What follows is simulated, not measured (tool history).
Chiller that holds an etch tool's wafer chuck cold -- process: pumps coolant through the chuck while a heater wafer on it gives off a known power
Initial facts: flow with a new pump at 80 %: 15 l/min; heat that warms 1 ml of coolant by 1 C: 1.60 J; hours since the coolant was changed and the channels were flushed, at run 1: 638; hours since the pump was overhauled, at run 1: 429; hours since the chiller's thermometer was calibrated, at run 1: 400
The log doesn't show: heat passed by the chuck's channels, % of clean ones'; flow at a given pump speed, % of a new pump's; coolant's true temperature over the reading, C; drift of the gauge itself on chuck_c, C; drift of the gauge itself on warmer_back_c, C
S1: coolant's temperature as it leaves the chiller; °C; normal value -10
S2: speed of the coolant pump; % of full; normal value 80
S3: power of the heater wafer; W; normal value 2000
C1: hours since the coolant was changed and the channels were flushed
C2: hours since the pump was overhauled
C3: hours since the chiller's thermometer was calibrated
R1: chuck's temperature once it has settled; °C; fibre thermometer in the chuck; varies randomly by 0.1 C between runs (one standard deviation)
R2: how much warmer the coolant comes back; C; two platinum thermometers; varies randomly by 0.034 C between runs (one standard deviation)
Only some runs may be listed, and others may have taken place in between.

| run | hour | S1 | S2 | S3 | C1 | C2 | C3 | R1 | R2 |
|---|---|---|---|---|---|---|---|---|---|
| 1 | 0.0 | -10 | 80 | 2000 | 638 | 429 | 400 | 13.8 | 5.03 |
| 2 | 15.1 | -10 | 80 | 2000 | 653 | 444 | 415 | 13.9 | 5.05 |
| 3 | 32.0 | -10 | 80 | 2000 | 670 | 461 | 432 | 14.0 | 4.97 |
| 4 | 50.4 | -10 | 80 | 2000 | 688 | 479 | 450 | 14.0 | 5.05 |
| 5 | 63.5 | -10 | 80 | 2000 | 701 | 492 | 463 | 14.0 | 5.00 |
| 6 | 92.7 | -10 | 80 | 2000 | 730 | 522 | 492 | 14.0 | 4.97 |
| 7 | 109.0 | -15 | 80 | 2000 | 747 | 538 | 509 | 9.1 | 5.08 |
| 8 | 133.3 | -15 | 80 | 2000 | 771 | 562 | 533 | 8.9 | 5.00 |
| 9 | 149.5 | -1 | 80 | 2000 | 787 | 578 | 549 | 22.9 | 5.10 |
| 10 | 168.9 | -10 | 76 | 2000 | 807 | 598 | 569 | 14.7 | 5.37 |
| 11 | 199.9 | -10 | 80 | 2841 | 838 | 629 | 600 | 24.2 | 7.16 |
| 12 | 215.1 | -9 | 80 | 2841 | 853 | 644 | 615 | 25.2 | 7.17 |
| 13 | 232.7 | -10 | 80 | 2000 | 870 | 662 | 632 | 14.0 | 5.10 |
| 14 | 248.6 | -10 | 80 | 2000 | 886 | 677 | 648 | 14.0 | 5.11 |
| 15 | 274.8 | -10 | 95 | 2000 | 913 | 704 | 674 | 12.2 | 4.19 |
| 16 | 295.5 | -10 | 95 | 2000 | 933 | 724 | 695 | 12.2 | 4.21 |
| 17 | 316.1 | -10 | 73 | 1665 | 954 | 745 | 716 | 11.2 | 4.63 |
| 18 | 342.7 | -9 | 80 | 1110 | 980 | 772 | 742 | 4.5 | 2.79 |
| 19 | 357.5 | -9 | 98 | 2500 | 995 | 786 | 757 | 18.2 | 5.16 |
| 20 | 381.2 | -5 | 98 | 2500 | 1019 | 810 | 781 | 22.2 | 5.13 |
| 21 | 400.0 | -17 | 80 | 2000 | 1038 | 829 | 800 | 7.3 | 5.04 |
| 22 | 418.6 | -17 | 72 | 1642 | 1056 | 847 | 818 | 4.2 | 4.66 |
|  | 426.4 | coolant pump overhauled |
| 23 | 438.9 | -1 | 80 | 2000 | 1072 | 13 | 834 | 23.4 | 5.10 |
| 24 | 464.6 | -18 | 99 | 2455 | 1097 | 38 | 859 | 8.8 | 4.95 |
|  | 483.1 | coolant pump overhauled, once more |
| 25 | 496.4 | -18 | 99 | 2455 | 1124 | 13 | 886 | 8.6 | 4.87 |
| 26 | 509.2 | -3 | 72 | 1123 | 1137 | 26 | 899 | 11.3 | 3.15 |
| 27 | 537.9 | -3 | 72 | 1123 | 1166 | 55 | 928 | 11.4 | 3.09 |
| 28 | 559.1 | -9 | 79 | 1123 | 1187 | 76 | 949 | 4.7 | 2.84 |
| 29 | 584.3 | -9 | 79 | 1123 | 1212 | 101 | 974 | 4.6 | 2.83 |
| 30 | 613.9 | -9 | 79 | 1123 | 1242 | 131 | 1003 | 4.8 | 2.86 |
| 31 | 633.9 | -17 | 73 | 1271 | 1262 | 151 | 1024 | -0.9 | 3.50 |

How the hidden state differs across the entries between the runs, from the last listed run before each to the first after it:
Logged between run 22 and run 23: coolant pump overhauled (hour 426.4)
  heat passed by the chuck's channels, % of clean ones': 96.5 -> 96.4; flow at a given pump speed, % of a new pump's: 98.5 -> 98.2
  difference, measured minus the result without the unlogged condition, R1: +0.7 -> +0.9 °C; R2: +0.07 -> +0.09 C
Logged between run 24 and run 25: coolant pump overhauled, once more (hour 483.1)
  heat passed by the chuck's channels, % of clean ones': 96.4 -> 96.3; flow at a given pump speed, % of a new pump's: 98.1 -> 99.9
  difference, measured minus the result without the unlogged condition, R1: +1.0 -> +0.8 °C; R2: +0.10 -> +0.01 C
